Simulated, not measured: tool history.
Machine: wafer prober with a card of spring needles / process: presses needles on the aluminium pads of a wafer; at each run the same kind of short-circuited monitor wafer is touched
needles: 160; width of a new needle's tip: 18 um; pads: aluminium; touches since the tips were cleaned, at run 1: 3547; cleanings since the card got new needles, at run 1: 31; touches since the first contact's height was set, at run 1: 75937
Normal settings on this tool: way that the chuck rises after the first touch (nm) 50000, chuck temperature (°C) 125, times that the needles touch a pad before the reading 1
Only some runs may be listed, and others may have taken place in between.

run     day  way that the chuck rises after the first touch (nm)  chuck temperature (°C)  times that the needles touch a pad before the reading  touches since the tips were cleaned  cleanings since the card got new needles  touches since the first contact's height was set  resistance of one needle with its contact and lead (mohm)  way that a needle slides on the pad (nm)
  1   0.000                                                50000                     125                                                      1                                 3547                                        31                                             75937                                                        398                                     12530
      0.204  -- tips cleaned on abrasive film
      0.750  -- tips cleaned on abrasive film
  2   1.158                                                50000                     125                                                      1                                 4798                                        33                                             89415                                                        421                                     12550
      1.279  -- tips cleaned on abrasive film
      1.783  -- tips cleaned on abrasive film
      2.308  -- tips cleaned on abrasive film
      2.779  -- tips cleaned on abrasive film
  3   2.829                                                50000                     125                                                      1                                  554                                        37                                            108762                                                        268                                     12620
      3.250  -- tips cleaned on abrasive film
  4   3.542                                                69000                     125                                                      1                                 3431                                        38                                            117081                                                        296                                     17260
      3.754  -- tips cleaned on abrasive film
      4.242  -- tips cleaned on abrasive film
      4.767  -- tips cleaned on abrasive film
      4.779  -- height of the first contact set anew
  5   4.971                                                50000                     125                                                      1                                 2233                                        41                                              2233                                                        344                                     12210
      5.350  -- tips cleaned on abrasive film
      5.842  -- tips cleaned on abrasive film
  6   5.950                                                50000                     125                                                      1                                 1278                                        43                                             13600                                                        319                                     12260
      6.325  -- tips cleaned on abrasive film
      6.825  -- tips cleaned on abrasive film
  7   6.825                                                50000                     125                                                      1                                    0                                        45                                             23744                                                        251                                     12300
      7.371  -- tips cleaned on abrasive film
      7.946  -- tips cleaned on abrasive film
  8   8.017                                                50000                     125                                                      1                                  825                                        47                                             37608                                                        310                                     12070
      8.425  -- tips cleaned on abrasive film
      8.917  -- tips cleaned on abrasive film
  9   8.917                                                44000                     125                                                      1                                    0                                        49                                             48054                                                        254                                     10500
      9.471  -- tips cleaned on abrasive film
 10   9.850                                                44000                     125                                                      1                                 4445                                        50                                             58949                                                        531                                     10410
      9.954  -- tips cleaned on abrasive film
     10.529  -- tips cleaned on abrasive film
 11  10.896                                                43000                     125                                                      1                                 4274                                        52                                             71062                                                        548                                     10080
     10.996  -- tips cleaned on abrasive film
     11.558  -- tips cleaned on abrasive film
     11.879  -- height of the first contact set anew, once more
     12.088  -- tips cleaned on abrasive film
 12  12.371                                                43000                     125                                                      1                                 3307                                        55                                              5702                                                        449                                     11010
     12.579  -- tips cleaned on abrasive film
     13.112  -- tips cleaned on abrasive film
 13  13.154                                                43000                     125                                                      1                                  486                                        57                                             14776                                                        282                                     11020
     13.617  -- tips cleaned on abrasive film
     14.133  -- tips cleaned on abrasive film
 14  14.358                                                43000                     125                                                      1                                 2665                                        59                                             28786                                                        455                                     11060
     14.654  -- tips cleaned on abrasive film
     15.229  -- tips cleaned on abrasive film
     15.738  -- tips cleaned on abrasive film
 15  16.004                                                43000                     125                                                      1                                 3159                                        62                                             47908                                                        464                                     10870
     16.275  -- tips cleaned on abrasive film
     16.804  -- tips cleaned on abrasive film
     17.296  -- tips cleaned on abrasive film
 16  17.296                                                43000                     125                                                      1                                    0                                        65                                             62867                                                        267                                     10790
     17.758  -- tips cleaned on abrasive film
     18.221  -- tips cleaned on abrasive film
     18.712  -- tips cleaned on abrasive film
 17  18.950                                                43000                     125                                                      1                                 2813                                        68                                             82110                                                        448                                     10720
     19.175  -- tips cleaned on abrasive film
     19.638  -- tips cleaned on abrasive film
     20.108  -- tips cleaned on abrasive film
 18  20.275                                                63000                      32                                                      1                                 1919                                        71                                             97447                                                        279                                     15830
     20.579  -- tips cleaned on abrasive film
     21.104  -- tips cleaned on abrasive film
     21.583  -- tips cleaned on abrasive film
 19  21.588                                                42000                     125                                                      3                                   59                                        74                                            112693                                                        252                                     10130
     22.096  -- tips cleaned on abrasive film
     22.608  -- tips cleaned on abrasive film
     23.108  -- tips cleaned on abrasive film
     23.121  -- height of the first contact set anew
 20  23.146                                                53000                     115                                                      3                                  286                                        77                                               286                                                        231                                     13710
     23.596  -- tips cleaned on abrasive film
     24.067  -- tips cleaned on abrasive film
     24.542  -- tips cleaned on abrasive film
 21  24.546                                                53000                     115                                                      3                                   58                                        80                                             16535                                                        230                                     13570
     25.058  -- tips cleaned on abrasive film
 22  25.258                                                53000                     115                                                      3                                 2350                                        81                                             24836                                                        265                                     13480
     25.571  -- tips cleaned on abrasive film
     26.125  -- tips cleaned on abrasive film
     26.625  -- tips cleaned on abrasive film
 23  26.825                                                53000                     115                                                      3                                 2317                                        84                                             43021                                                        267                                     13310
     27.146  -- tips cleaned on abrasive film
 24  27.575                                                37000                     103                                                      3                                 5049                                        85                                             51780                                                        396                                      9230
     27.683  -- tips cleaned on abrasive film
     28.150  -- tips cleaned on abrasive film
     28.617  -- tips cleaned on abrasive film
 25  28.617                                                55000                      31                                                      3                                    0                                        88                                             63804                                                        207                                     14020
     29.183  -- tips cleaned on abrasive film
 26  29.433                                                55000                     104                                                      3                                 2933                                        89                                             73330                                                        270                                     13930
     29.662  -- tips cleaned on abrasive film
     30.179  -- tips cleaned on abrasive film
     30.658  -- tips cleaned on abrasive film
 27  30.983                                                55000                     104                                                      3                                 3790                                        92                                             91312                                                        288                                     13900
     31.162  -- tips cleaned on abrasive film
     31.721  -- tips cleaned on abrasive film
 28  32.075                                                55000                      28                                                      3                                 4163                                        94                                            104017                                                        284                                     13920

Branching from run 28: 5 alternative next runs. What would each branch give?
     32.192  -- tips cleaned on abrasive film
     32.704  -- tips cleaned on abrasive film
  A  32.933                                                35000                      78                                                      3                                 2684                                        96                                            113972                                                          ?                                         ?
     32.192  -- tips cleaned on abrasive film
     32.704  -- tips cleaned on abrasive film
  B  32.933                                                50000                      26                                                      1                                 2684                                        96                                            113972                                                          ?                                         ?
     32.192  -- tips cleaned on abrasive film
     32.704  -- tips cleaned on abrasive film
  C  32.933                                                50000                      39                                                      1                                 2684                                        96                                            113972                                                          ?                                         ?
     32.192  -- tips cleaned on abrasive film
     32.704  -- tips cleaned on abrasive film
  D  32.933                                                42000                      28                                                      3                                 2684                                        96                                            113972                                                          ?                                         ?
     32.192  -- tips cleaned on abrasive film
     32.704  -- tips cleaned on abrasive film
  E  32.933                                                38000                      59                                                      2                                 2684                                        96                                            113972                                                          ?                                         ?

run  resistance of one needle with its contact and lead (mohm)  way that a needle slides on the pad (nm)
  A                                                        360                                      8650
  B                                                        389                                     12230
  C                                                        386                                     12350
  D                                                        304                                     10440
  E                                                        399                                      9330
Take away the tool's hidden state, keep each run's random variation, and the runs would have read:
run  resistance of one needle with its contact and lead (mohm)  way that a needle slides on the pad (nm)
  A                                                        222                                      9140
  B                                                        196                                     12720
  C                                                        196                                     12850
  D                                                        202                                     10940
  E                                                        208                                      9830
